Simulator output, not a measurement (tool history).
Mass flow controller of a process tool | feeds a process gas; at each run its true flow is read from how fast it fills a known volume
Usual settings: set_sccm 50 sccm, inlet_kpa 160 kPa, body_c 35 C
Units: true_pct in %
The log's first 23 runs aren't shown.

| run | day | set_sccm | inlet_kpa | body_c | true_pct |
|---|---|---|---|---|---|
| 24 | 98.688 | 14 | 236 | 29 | 99.18 |
| 25 | 102.767 | 22 | 160 | 35 | 98.3 |
| 26 | 107.421 | 50 | 261 | 35 | 98.78 |
| 27 | 112.588 | 50 | 261 | 35 | 98.68 |
| 28 | 117.767 | 29 | 261 | 25 | 99.72 |
| 29 | 121.225 | 29 | 261 | 25 | 99.73 |
| 30 | 127.612 | 16 | 261 | 39 | 98.15 |
| 31 | 131.312 | 26 | 229 | 35 | 98.48 |
| 32 | 135.375 | 62 | 166 | 28 | 99.36 |
| 33 | 141.067 | 34 | 143 | 30 | 98.9 |
| 34 | 144.9 | 12 | 143 | 30 | 98.66 |
| 35 | 151.446 | 12 | 147 | 35 | 98.28 |
| 36 | 157.508 | 12 | 147 | 35 | 98.24 |
| 37 | 163.821 | 50 | 176 | 28 | 99.25 |

3 ways to go on from here, each from the tool as it stands after run 37. What would each give?
| A | 167.333 | 46 | 192 | 25 | ? |
| B | 167.333 | 11 | 176 | 28 | ? |
| C | 167.333 | 50 | 229 | 28 | ? |

| run | true_pct |
|---|---|
| A | 99.64 |
| B | 99.09 |
| C | 99.42 |
Without the tool's hidden state the same runs would have given:
| run | true_pct |
|---|---|
| A | 99.64 |
| B | 99.12 |
| C | 99.42 |

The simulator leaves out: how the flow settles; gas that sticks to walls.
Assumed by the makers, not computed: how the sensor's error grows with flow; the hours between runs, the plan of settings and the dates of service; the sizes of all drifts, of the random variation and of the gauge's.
